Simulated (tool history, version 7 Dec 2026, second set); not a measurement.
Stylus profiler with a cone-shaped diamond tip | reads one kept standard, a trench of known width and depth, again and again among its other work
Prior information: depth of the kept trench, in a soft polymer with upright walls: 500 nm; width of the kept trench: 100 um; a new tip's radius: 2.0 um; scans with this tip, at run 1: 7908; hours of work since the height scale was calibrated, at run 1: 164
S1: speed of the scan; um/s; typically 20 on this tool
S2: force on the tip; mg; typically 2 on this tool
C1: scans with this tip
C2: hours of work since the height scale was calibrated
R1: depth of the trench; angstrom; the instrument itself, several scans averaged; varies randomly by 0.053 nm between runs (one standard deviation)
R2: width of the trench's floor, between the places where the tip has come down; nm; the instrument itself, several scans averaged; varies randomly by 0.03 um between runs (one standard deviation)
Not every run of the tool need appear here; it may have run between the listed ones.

run 1 hour=0 | S1=20 S2=2 | C1=7908 C2=164 | R1=5045.3 R2=96550
run 2 hour=57.9 | S1=20 S2=2 | C1=8102 C2=195 | R1=5045.1 R2=96530
run 3 hour=97.3 | S1=20 S2=2 | C1=8235 C2=216 | R1=5045.8 R2=96480
run 4 hour=145.7 | S1=20 S2=2 | C1=8398 C2=242 | R1=5046.9 R2=96480
run 5 hour=180.9 | S1=20 S2=2 | C1=8517 C2=261 | R1=5044.8 R2=96510
run 6 hour=223.9 | S1=20 S2=2 | C1=8661 C2=284 | R1=5046.2 R2=96430
run 7 hour=266.4 | S1=20 S2=2 | C1=8804 C2=306 | R1=5045.2 R2=96460
run 8 hour=329.4 | S1=14 S2=2 | C1=9016 C2=340 | R1=5046 R2=96460
run 9 hour=396.9 | S1=14 S2=2 | C1=9244 C2=376 | R1=5046.6 R2=96430
run 10 hour=439.5 | S1=14 S2=2 | C1=9387 C2=399 | R1=5046.8 R2=96460
run 11 hour=503.9 | S1=20 S2=2 | C1=9604 C2=433 | R1=5047.2 R2=96410
run 12 hour=555.4 | S1=20 S2=0.75 | C1=9777 C2=461 | R1=5025.9 R2=96310
run 13 hour=605.4 | S1=20 S2=0.75 | C1=9946 C2=488 | R1=5025.4 R2=96240
run 14 hour=663.4 | S1=20 S2=0.75 | C1=10141 C2=519 | R1=5025.1 R2=96270
run 15 hour=713.7 | S1=20 S2=0.75 | C1=10311 C2=545 | R1=5027.8 R2=96270
run 16 hour=769.4 | S1=20 S2=2 | C1=10498 C2=575 | R1=5048.3 R2=96360
run 17 hour=818.5 | S1=20 S2=2 | C1=10663 C2=602 | R1=5046.8 R2=96300
run 18 hour=877.9 | S1=20 S2=2 | C1=10863 C2=633 | R1=5048.5 R2=96290
run 19 hour=923.2 | S1=20 S2=2 | C1=11016 C2=657 | R1=5047.8 R2=96220
run 20 hour=955.9 | S1=20 S2=2 | C1=11126 C2=675 | R1=5048.4 R2=96290
run 21 hour=1001.8 | S1=20 S2=2 | C1=11281 C2=700 | R1=5048.3 R2=96270
run 22 hour=1042.2 | S1=20 S2=2 | C1=11417 C2=721 | R1=5048.1 R2=96230
run 23 hour=1079.2 | S1=77 S2=0.78 | C1=11541 C2=741 | R1=5028.9 R2=95690
run 24 hour=1134.4 | S1=20 S2=0.93 | C1=11727 C2=770 | R1=5031.5 R2=96180
run 25 hour=1169.1 | S1=20 S2=0.93 | C1=11844 C2=789 | R1=5031.7 R2=96150
run 26 hour=1199.2 | S1=16 S2=5.12 | C1=11945 C2=805 | R1=5087.9 R2=96260
run 27 hour=1247.6 | S1=20 S2=1.71 | C1=12108 C2=831 | R1=5045.4 R2=96210
run 28 hour=1319.6 | S1=19 S2=2.38 | C1=12351 C2=870 | R1=5055.7 R2=96180
run 29 hour=1368.4 | S1=19 S2=2 | C1=12515 C2=896 | R1=5049.8 R2=96130
run 30 hour=1427.8 | S1=26 S2=2 | C1=12715 C2=927 | R1=5048.6 R2=96120
run 31 hour=1484.4 | S1=20 S2=1.64 | C1=12905 C2=958 | R1=5044.3 R2=96110

Each row is a separate what-if for the run after 31, all from the same tool condition, not one after another. Results?
run A hour=1543.1 | S1=5 S2=0.77 | C1=13103 C2=989 | R1=? R2=?
run B hour=1543.1 | S1=20 S2=4.34 | C1=13103 C2=989 | R1=? R2=?
run C hour=1543.1 | S1=20 S2=4.24 | C1=13103 C2=989 | R1=? R2=?
run D hour=1543.1 | S1=70 S2=4.62 | C1=13103 C2=989 | R1=? R2=?
run E hour=1543.1 | S1=15 S2=4.65 | C1=13103 C2=989 | R1=? R2=?

run=A R1=5029.5 R2=96180
run=B R1=5080.5 R2=96160
run=C R1=5078.1 R2=96150
run=D R1=5082.9 R2=95940
run=E R1=5083.2 R2=96130
With no hidden state in the tool, these same runs would have given:
run=A R1=5023.6 R2=97320
run=B R1=5074.6 R2=97300
run=C R1=5072.2 R2=97290
run=D R1=5076.9 R2=97080
run=E R1=5077.2 R2=97270
